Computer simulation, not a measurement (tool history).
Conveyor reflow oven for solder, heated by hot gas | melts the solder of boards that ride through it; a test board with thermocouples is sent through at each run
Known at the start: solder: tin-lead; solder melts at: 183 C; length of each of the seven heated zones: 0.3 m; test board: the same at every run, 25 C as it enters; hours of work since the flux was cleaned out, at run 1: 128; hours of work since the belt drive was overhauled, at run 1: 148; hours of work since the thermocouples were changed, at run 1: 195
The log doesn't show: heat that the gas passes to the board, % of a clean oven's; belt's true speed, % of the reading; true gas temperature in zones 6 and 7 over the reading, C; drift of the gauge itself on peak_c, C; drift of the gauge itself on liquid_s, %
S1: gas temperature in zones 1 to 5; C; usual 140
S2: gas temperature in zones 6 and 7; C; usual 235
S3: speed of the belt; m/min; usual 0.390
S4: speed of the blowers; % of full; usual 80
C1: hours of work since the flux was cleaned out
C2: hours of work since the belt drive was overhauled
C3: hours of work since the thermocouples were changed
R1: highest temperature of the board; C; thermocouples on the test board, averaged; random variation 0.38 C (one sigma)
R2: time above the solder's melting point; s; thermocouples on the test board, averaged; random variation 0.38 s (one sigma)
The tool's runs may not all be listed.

| run | day | S1 | S2 | S3 | S4 | C1 | C2 | C3 | R1 | R2 |
|---|---|---|---|---|---|---|---|---|---|---|
| 1 | 0.000 | 140 | 235 | 0.390 | 80 | 128 | 148 | 195 | 222.5 | 76.1 |
| 2 | 0.917 | 140 | 235 | 0.390 | 80 | 141 | 161 | 209 | 223.7 | 75.7 |
| 3 | 1.946 | 140 | 235 | 0.390 | 80 | 156 | 176 | 224 | 223.0 | 75.7 |
| 4 | 2.875 | 140 | 235 | 0.390 | 80 | 170 | 190 | 238 | 222.1 | 75.1 |
| 5 | 3.717 | 140 | 235 | 0.390 | 80 | 182 | 202 | 250 | 223.2 | 75.3 |
| 6 | 4.771 | 140 | 235 | 0.390 | 80 | 197 | 218 | 265 | 222.7 | 75.8 |
| 7 | 5.696 | 140 | 235 | 0.390 | 80 | 211 | 231 | 279 | 223.0 | 74.9 |
| 8 | 6.138 | 140 | 235 | 0.390 | 80 | 218 | 238 | 285 | 222.9 | 75.8 |
| 9 | 6.862 | 140 | 235 | 0.390 | 80 | 228 | 248 | 296 | 222.2 | 75.2 |
| 10 | 7.821 | 141 | 235 | 0.390 | 80 | 242 | 262 | 310 | 222.7 | 76.3 |
| 11 | 8.775 | 141 | 235 | 0.390 | 80 | 256 | 276 | 324 | 222.6 | 76.1 |
| 12 | 9.212 | 141 | 235 | 0.342 | 80 | 263 | 283 | 331 | 225.9 | 89.9 |
| 13 | 10.071 | 141 | 235 | 0.342 | 80 | 275 | 295 | 343 | 226.0 | 90.5 |
| 14 | 10.821 | 141 | 235 | 0.342 | 80 | 286 | 306 | 354 | 227.1 | 89.9 |
| 15 | 11.488 | 141 | 235 | 0.342 | 80 | 296 | 316 | 364 | 226.2 | 90.6 |
| 16 | 12.142 | 133 | 235 | 0.431 | 80 | 306 | 326 | 374 | 218.1 | 61.0 |
| 17 | 12.929 | 140 | 235 | 0.406 | 80 | 317 | 337 | 385 | 221.0 | 71.1 |
| 18 | 13.871 | 136 | 224 | 0.452 | 80 | 331 | 351 | 399 | 207.3 | 49.7 |
| 19 | 14.800 | 140 | 243 | 0.467 | 53 | 345 | 365 | 413 | 214.9 | 55.4 |
| 20 | 15.421 | 153 | 238 | 0.323 | 59 | 354 | 374 | 422 | 228.4 | 103.5 |

Forecast run 21:
| 21 | 15.929 | 135 | 231 | 0.323 | 59 | 361 | 381 | 429 | ? | ? |

Run 21 gave R1 219.0 C, R2 85.7 s.
Without the tool's hidden state the same run would have given R1 219.1 C, R2 85.6 s.
